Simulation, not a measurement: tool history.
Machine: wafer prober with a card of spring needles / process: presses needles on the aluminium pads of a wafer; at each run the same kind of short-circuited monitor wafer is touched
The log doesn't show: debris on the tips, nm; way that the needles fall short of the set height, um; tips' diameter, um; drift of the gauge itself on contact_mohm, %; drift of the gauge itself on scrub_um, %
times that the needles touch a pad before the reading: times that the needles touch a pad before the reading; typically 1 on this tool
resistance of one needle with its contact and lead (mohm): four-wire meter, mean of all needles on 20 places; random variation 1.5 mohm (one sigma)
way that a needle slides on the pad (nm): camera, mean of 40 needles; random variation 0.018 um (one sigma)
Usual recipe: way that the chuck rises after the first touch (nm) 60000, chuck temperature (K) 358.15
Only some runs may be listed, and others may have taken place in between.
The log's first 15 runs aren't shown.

| run | hour | way that the chuck rises after the first touch (nm) | chuck temperature (K) | times that the needles touch a pad before the reading | touches since the tips were cleaned | cleanings since the card got new needles | touches since the first contact's height was set | resistance of one needle with its contact and lead (mohm) | way that a needle slides on the pad (nm) |
|---|---|---|---|---|---|---|---|---|---|
| 16 | 123.7 | 49000 | 358.15 | 1 | 5645 | 10 | 88996 | 307 | 6040 |
| 17 | 131.0 | 60000 | 358.15 | 1 | 6931 | 10 | 90282 | 264 | 7390 |
|  | 135.3 | tips cleaned on abrasive film |
| 18 | 137.8 | 60000 | 306.15 | 3 | 445 | 11 | 91477 | 144 | 7410 |
| 19 | 150.0 | 60000 | 365.15 | 1 | 2591 | 11 | 93623 | 218 | 7420 |
| 20 | 159.1 | 43000 | 333.15 | 1 | 4214 | 11 | 95246 | 326 | 5270 |
| 21 | 165.7 | 43000 | 333.15 | 1 | 5373 | 11 | 96405 | 350 | 5280 |
| 22 | 174.7 | 53000 | 375.15 | 1 | 6972 | 11 | 98004 | 292 | 6520 |
|  | 179.4 | tips cleaned on abrasive film |
| 23 | 181.0 | 65000 | 340.15 | 3 | 286 | 12 | 99107 | 147 | 8030 |
| 24 | 188.7 | 65000 | 340.15 | 3 | 1639 | 12 | 100460 | 159 | 8020 |
| 25 | 198.1 | 78000 | 321.15 | 2 | 3305 | 12 | 102126 | 169 | 9660 |
| 26 | 204.3 | 56000 | 299.15 | 1 | 4406 | 12 | 103227 | 258 | 6900 |
| 27 | 213.8 | 69000 | 358.15 | 2 | 6095 | 12 | 104916 | 198 | 8540 |
| 28 | 222.4 | 48000 | 320.15 | 1 | 7608 | 12 | 106429 | 337 | 5940 |
|  | 223.5 | tips cleaned on abrasive film |
| 29 | 233.1 | 48000 | 320.15 | 1 | 1713 | 13 | 108318 | 225 | 5900 |
| 30 | 243.8 | 60000 | 347.15 | 1 | 3603 | 13 | 110208 | 229 | 7410 |
| 31 | 255.8 | 43000 | 308.15 | 3 | 5721 | 13 | 112326 | 220 | 5290 |
|  | 267.2 | tips cleaned on abrasive film |
| 32 | 267.6 | 65000 | 308.15 | 1 | 72 | 14 | 114404 | 147 | 8000 |
| 33 | 277.9 | 65000 | 308.15 | 1 | 1887 | 14 | 116219 | 191 | 8020 |
| 34 | 283.4 | 51000 | 334.15 | 2 | 2863 | 14 | 117195 | 205 | 6250 |

Here are 5 independent what-if runs from the current tool condition. What would each one return?
| A | 291.3 | 45000 | 334.15 | 1 | 4261 | 14 | 118593 | ? | ? |
| B | 291.3 | 47000 | 369.15 | 1 | 4261 | 14 | 118593 | ? | ? |
| C | 291.3 | 60000 | 306.15 | 1 | 4261 | 14 | 118593 | ? | ? |
| D | 291.3 | 41000 | 323.15 | 3 | 4261 | 14 | 118593 | ? | ? |
| E | 291.3 | 65000 | 300.15 | 2 | 4261 | 14 | 118593 | ? | ? |

| run | resistance of one needle with its contact and lead (mohm) | way that a needle slides on the pad (nm) |
|---|---|---|
| A | 312 | 5510 |
| B | 293 | 5760 |
| C | 239 | 7360 |
| D | 222 | 5030 |
| E | 190 | 8030 |
Stripped of hidden state, with their random variation kept, the same runs would have yielded:
| run | resistance of one needle with its contact and lead (mohm) | way that a needle slides on the pad (nm) |
|---|---|---|
| A | 148 | 5610 |
| B | 151 | 5860 |
| C | 137 | 7460 |
| D | 148 | 5130 |
| E | 137 | 8130 |
